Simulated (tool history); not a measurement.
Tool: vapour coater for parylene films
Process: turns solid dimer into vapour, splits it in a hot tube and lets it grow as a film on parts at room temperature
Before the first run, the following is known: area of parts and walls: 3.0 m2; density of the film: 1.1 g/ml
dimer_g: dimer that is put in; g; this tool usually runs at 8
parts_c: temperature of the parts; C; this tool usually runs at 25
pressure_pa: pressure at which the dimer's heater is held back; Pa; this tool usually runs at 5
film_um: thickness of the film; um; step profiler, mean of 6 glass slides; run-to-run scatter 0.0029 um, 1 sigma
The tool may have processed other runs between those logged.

run 1 day=0 | dimer_g=8 parts_c=25 pressure_pa=5 | film_um=1.261
run 2 day=2.271 | dimer_g=8 parts_c=25 pressure_pa=5 | film_um=1.258
run 3 day=4.646 | dimer_g=8 parts_c=28 pressure_pa=5 | film_um=1.116
-- day=7.05 trap's valve overhauled
run 4 day=7.888 | dimer_g=8 parts_c=28 pressure_pa=5 | film_um=1.123
run 5 day=9.717 | dimer_g=8 parts_c=28 pressure_pa=5 | film_um=1.12
run 6 day=11.875 | dimer_g=8 parts_c=28 pressure_pa=5 | film_um=1.12
run 7 day=15.05 | dimer_g=8 parts_c=28 pressure_pa=5 | film_um=1.116
run 8 day=18.362 | dimer_g=8 parts_c=36 pressure_pa=5 | film_um=0.816
run 9 day=21.708 | dimer_g=8 parts_c=36 pressure_pa=4.41 | film_um=0.837
run 10 day=23.133 | dimer_g=7 parts_c=36 pressure_pa=4.41 | film_um=0.736
run 11 day=25.471 | dimer_g=4 parts_c=35 pressure_pa=8.17 | film_um=0.385

Estimate the outcome of run 12 from the log above:
run 12 day=27.912 | dimer_g=4 parts_c=35 pressure_pa=8.17 | film_um=?

film_um: 0.384 um
With the hidden condition absent and the run-to-run variation left alone, this run would have shown film_um 0.388 um.
